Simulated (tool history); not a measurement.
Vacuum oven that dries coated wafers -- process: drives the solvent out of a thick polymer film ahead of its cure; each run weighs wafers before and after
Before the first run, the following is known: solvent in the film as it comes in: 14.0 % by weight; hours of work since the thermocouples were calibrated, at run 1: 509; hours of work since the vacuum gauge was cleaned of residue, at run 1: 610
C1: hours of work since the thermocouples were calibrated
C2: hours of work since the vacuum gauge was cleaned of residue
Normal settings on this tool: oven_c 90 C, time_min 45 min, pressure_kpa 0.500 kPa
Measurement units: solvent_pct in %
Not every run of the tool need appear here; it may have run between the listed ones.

Run 1, hour 0.0: usual settings; C1 509; C2 610. Result: solvent_pct 0.58 %.
Run 2, hour 70.0: usual settings but pressure_kpa 0.325 kPa; C1 546; C2 647. Result: solvent_pct 0.52 %.
Run 3, hour 178.1: usual settings but pressure_kpa 0.325 kPa; C1 603; C2 704. Result: solvent_pct 0.53 %.
Run 4, hour 223.6: usual settings but time_min 36 min, pressure_kpa 0.325 kPa; C1 627; C2 727. Result: solvent_pct 0.84 %.
At hour 308.2: oven's thermocouples calibrated.
Run 5, hour 321.4: usual settings but pressure_kpa 0.718 kPa; C1 7; C2 777. Result: solvent_pct 0.63 %.
Run 6, hour 416.2: usual settings but pressure_kpa 0.718 kPa; C1 57; C2 827. Result: solvent_pct 0.62 %.
Run 7, hour 463.3: usual settings but pressure_kpa 0.718 kPa; C1 81; C2 852. Result: solvent_pct 0.61 %.
Run 8, hour 567.8: usual settings but oven_c 82 C; C1 136; C2 906. Result: solvent_pct 1.49 %.
Run 9, hour 647.4: usual settings; C1 178; C2 948. Result: solvent_pct 0.54 %.
Run 10, hour 693.4: usual settings; C1 202; C2 972. Result: solvent_pct 0.57 %.
Run 11, hour 737.6: usual settings; C1 225; C2 995. Result: solvent_pct 0.56 %.
Run 12, hour 809.7: usual settings; C1 263; C2 1033. Result: solvent_pct 0.56 %.
Run 13, hour 873.6: usual settings; C1 296; C2 1067. Result: solvent_pct 0.56 %.
At hour 911.9: oven's thermocouples calibrated, once more.
Run 14, hour 976.4: usual settings but oven_c 96 C, time_min 36 min, pressure_kpa 0.417 kPa; C1 34; C2 1119. Result: solvent_pct 0.46 %.
Run 15, hour 1064.5: usual settings but oven_c 96 C, time_min 36 min, pressure_kpa 0.417 kPa; C1 80; C2 1166. Result: solvent_pct 0.47 %.
Run 16, hour 1108.9: usual settings but oven_c 92 C, time_min 36 min, pressure_kpa 0.417 kPa; C1 103; C2 1189. Result: solvent_pct 0.78 %.
Run 17, hour 1176.0: usual settings but oven_c 95 C, time_min 36 min, pressure_kpa 0.535 kPa; C1 138; C2 1224. Result: solvent_pct 0.57 %.
Run 18, hour 1241.7: usual settings but oven_c 78 C; C1 173; C2 1258. Result: solvent_pct 2.52 %.
Run 19, hour 1318.4: usual settings but oven_c 87 C, pressure_kpa 0.374 kPa; C1 213; C2 1298. Result: solvent_pct 0.95 %.
Run 20, hour 1414.0: usual settings but oven_c 89 C, pressure_kpa 0.362 kPa; C1 263; C2 1349. Result: solvent_pct 0.73 %.
Run 21, hour 1461.2: usual settings but oven_c 78 C, time_min 31 min, pressure_kpa 0.509 kPa; C1 288; C2 1373. Result: solvent_pct 3.95 %.
Run 22, hour 1558.6: usual settings but oven_c 78 C, time_min 35 min, pressure_kpa 0.394 kPa; C1 339; C2 1424. Result: solvent_pct 3.40 %.

Run 23 is up next; what results do you expect?
Run 23, hour 1666.8: usual settings but oven_c 78 C, time_min 35 min, pressure_kpa 0.394 kPa; C1 395; C2 1481. Result: solvent_pct ?.

Run 23 yielded solvent_pct 3.42 %.
With no hidden state in the tool, this same run would have given solvent_pct 3.40 %.

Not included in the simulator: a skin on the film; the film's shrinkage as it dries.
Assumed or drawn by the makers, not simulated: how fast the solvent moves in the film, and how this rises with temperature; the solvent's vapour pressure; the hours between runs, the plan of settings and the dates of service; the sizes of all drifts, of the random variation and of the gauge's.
